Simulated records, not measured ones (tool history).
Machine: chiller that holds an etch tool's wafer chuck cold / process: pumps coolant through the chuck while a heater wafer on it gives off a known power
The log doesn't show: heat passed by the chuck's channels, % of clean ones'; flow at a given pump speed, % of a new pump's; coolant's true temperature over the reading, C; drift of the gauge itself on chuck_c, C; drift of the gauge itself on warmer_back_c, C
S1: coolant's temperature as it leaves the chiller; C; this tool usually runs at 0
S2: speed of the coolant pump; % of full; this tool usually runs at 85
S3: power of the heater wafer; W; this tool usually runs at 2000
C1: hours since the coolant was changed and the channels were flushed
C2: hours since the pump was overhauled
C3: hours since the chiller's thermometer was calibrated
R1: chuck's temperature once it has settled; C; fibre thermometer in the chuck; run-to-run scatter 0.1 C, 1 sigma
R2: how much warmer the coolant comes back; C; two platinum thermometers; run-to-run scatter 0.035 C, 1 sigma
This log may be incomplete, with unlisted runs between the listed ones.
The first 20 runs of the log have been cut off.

run 21 hour=498.5 | S1=-6 S2=85 S3=1379 | C1=3126 C2=1927 C3=447 | R1=3.1 R2=4.66
run 22 hour=520.8 | S1=-6 S2=85 S3=1379 | C1=3148 C2=1950 C3=469 | R1=3.2 R2=4.64
run 23 hour=542.5 | S1=-1 S2=98 S3=1605 | C1=3170 C2=1971 C3=491 | R1=8.2 R2=4.70
run 24 hour=571.2 | S1=6 S2=98 S3=1605 | C1=3198 C2=2000 C3=519 | R1=15.3 R2=4.67
run 25 hour=609.1 | S1=6 S2=98 S3=1605 | C1=3236 C2=2038 C3=557 | R1=15.4 R2=4.74
run 26 hour=633.8 | S1=-9 S2=81 S3=1605 | C1=3261 C2=2063 C3=582 | R1=2.3 R2=5.69
run 27 hour=655.1 | S1=-8 S2=97 S3=1605 | C1=3282 C2=2084 C3=603 | R1=1.5 R2=4.80
-- hour=679.3 gauge calibrated
run 28 hour=679.4 | S1=0 S2=85 S3=1131 | C1=3307 C2=2108 C3=627 | R1=7.6 R2=3.55
run 29 hour=696.5 | S1=0 S2=85 S3=1131 | C1=3324 C2=2125 C3=645 | R1=7.5 R2=3.53
run 30 hour=723.8 | S1=0 S2=85 S3=1131 | C1=3351 C2=2153 C3=672 | R1=7.5 R2=3.63
run 31 hour=759.5 | S1=3 S2=85 S3=1131 | C1=3387 C2=2188 C3=708 | R1=10.6 R2=3.56

Each row is a separate what-if for the run after 31, all from the same tool condition, not one after another. Results?
run A hour=788.5 | S1=0 S2=99 S3=1131 | C1=3416 C2=2217 C3=737 | R1=? R2=?
run B hour=788.5 | S1=0 S2=88 S3=2000 | C1=3416 C2=2217 C3=737 | R1=? R2=?
run C hour=788.5 | S1=-1 S2=85 S3=2000 | C1=3416 C2=2217 C3=737 | R1=? R2=?
run D hour=788.5 | S1=0 S2=71 S3=2000 | C1=3416 C2=2217 C3=737 | R1=? R2=?
run E hour=788.5 | S1=6 S2=85 S3=1131 | C1=3416 C2=2217 C3=737 | R1=? R2=?

run=A R1=6.6 R2=3.07
run=B R1=13.0 R2=6.11
run=C R1=12.3 R2=6.35
run=D R1=16.0 R2=7.68
run=E R1=13.6 R2=3.63
Without the tool's hidden state the same runs would have given:
run=A R1=6.6 R2=2.99
run=B R1=13.0 R2=6.04
run=C R1=12.2 R2=6.27
run=D R1=15.9 R2=7.60
run=E R1=13.6 R2=3.55
